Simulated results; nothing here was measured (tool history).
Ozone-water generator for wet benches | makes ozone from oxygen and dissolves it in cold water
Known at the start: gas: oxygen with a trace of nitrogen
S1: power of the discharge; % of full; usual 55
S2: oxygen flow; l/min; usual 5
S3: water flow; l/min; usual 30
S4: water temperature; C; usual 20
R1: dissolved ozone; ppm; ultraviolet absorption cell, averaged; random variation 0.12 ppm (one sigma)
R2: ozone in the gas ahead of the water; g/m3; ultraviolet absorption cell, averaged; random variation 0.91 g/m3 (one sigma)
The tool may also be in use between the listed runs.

| run | day | S1 | S2 | S3 | S4 | R1 | R2 |
|---|---|---|---|---|---|---|---|
| 1 | 0 | 55 | 5 | 30 | 20 | 10.7 | 148.9 |
| 2 | 1.2 | 55 | 5 | 30 | 20 | 10.3 | 148.5 |
| 3 | 1.771 | 55 | 5 | 30 | 20 | 10.6 | 151.2 |
| 4 | 2.871 | 55 | 5 | 30 | 20 | 10.5 | 148.6 |
| 5 | 3.912 | 55 | 5 | 30 | 14 | 11.1 | 150.2 |
| 6 | 5.133 | 55 | 5 | 20 | 20 | 14.8 | 149 |
| 7 | 6.054 | 55 | 5 | 30 | 20 | 10.5 | 148.5 |
| 8 | 7.312 | 55 | 5 | 30 | 20 | 10.4 | 149 |
|  | 7.55 | contactor cleaned |
| 9 | 8.317 | 88 | 8.96 | 30 | 16 | 15.2 | 152.9 |
| 10 | 9.492 | 50 | 7.86 | 33 | 16 | 9.3 | 109.4 |
| 11 | 10.383 | 55 | 8.2 | 30 | 20 | 10.2 | 113.8 |
| 12 | 11.362 | 56 | 8.62 | 30 | 16 | 10.9 | 113.3 |

Forecast run 13:
|  | 12.25 | contactor cleaned, once more |
| 13 | 12.333 | 69 | 6.54 | 29 | 22 | ? | ? |

R1: 13.3 ppm
R2: 150.9 g/m3
Without the tool's hidden state the same run would have given R1 13.5 ppm, R2 152.7 g/m3.
